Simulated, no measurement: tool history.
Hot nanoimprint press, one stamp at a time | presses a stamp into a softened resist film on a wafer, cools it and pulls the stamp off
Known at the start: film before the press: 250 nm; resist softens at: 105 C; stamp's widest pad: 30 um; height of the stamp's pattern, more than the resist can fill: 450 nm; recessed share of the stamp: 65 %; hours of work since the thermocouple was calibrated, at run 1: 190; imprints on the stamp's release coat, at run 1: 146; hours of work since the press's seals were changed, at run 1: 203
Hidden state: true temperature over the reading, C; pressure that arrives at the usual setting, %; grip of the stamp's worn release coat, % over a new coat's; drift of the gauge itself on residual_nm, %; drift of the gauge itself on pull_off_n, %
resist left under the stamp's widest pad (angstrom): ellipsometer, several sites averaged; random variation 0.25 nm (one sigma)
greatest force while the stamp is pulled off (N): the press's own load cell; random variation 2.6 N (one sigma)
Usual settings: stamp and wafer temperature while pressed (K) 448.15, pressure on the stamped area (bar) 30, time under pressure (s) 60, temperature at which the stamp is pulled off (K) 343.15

run,hour,stamp and wafer temperature while pressed (K),pressure on the stamped area (bar),time under pressure (s),temperature at which the stamp is pulled off (K),hours of work since the thermocouple was calibrated,imprints on the stamp's release coat,hours of work since the press's seals were changed,resist left under the stamp's widest pad (angstrom),greatest force while the stamp is pulled off (N)
1,0,448.15,30,60,343.15,190,146,203,1300,123
2,14.3,448.15,30,60,343.15,196,175,209,1303,122
3,30.4,448.15,30,59,343.15,203,207,216,1308,122
4,44.4,448.15,30,59,343.15,209,235,223,1310,122
5,53.7,448.15,30,59,343.15,213,254,227,1314,123
6,69,448.15,28.3,59,343.15,220,285,233,1359,121
7,83.5,448.15,23.2,59,343.15,227,314,240,1498,125
8,97.4,448.15,23.2,59,343.15,233,342,246,1503,122
9,111.8,448.15,23.2,59,343.15,239,371,252,1503,119
10,125.5,448.15,30,68,343.15,245,399,258,1265,121
11,134.6,456.15,30,87,343.15,249,417,262,869,120
12,147.8,444.15,30,40,343.15,255,443,268,1680,120
13,155.4,444.15,30,40,343.15,258,459,271,1683,120
14,168.6,442.15,19.2,60,343.15,264,485,277,1936,123
15,184,439.15,26.1,60,347.15,271,516,284,1884,107
16,193.5,439.15,26.1,60,347.15,275,535,288,1882,105
17,209.5,439.15,26.1,60,347.15,282,567,295,1887,104

Forecast each of these 3 alternatives for the next run:
A,217.5,445.15,23.2,60,333.15,285,583,299,?,?
B,217.5,446.15,30,47,343.15,285,583,299,?,?
C,217.5,452.15,26.2,36,343.15,285,583,299,?,?

run,resist left under the stamp's widest pad (angstrom),greatest force while the stamp is pulled off (N)
A,1662,159
B,1518,119
C,1443,121
Without the tool's hidden state the same runs would have given:
run,resist left under the stamp's widest pad (angstrom),greatest force while the stamp is pulled off (N)
A,1633,158
B,1492,118
C,1418,121
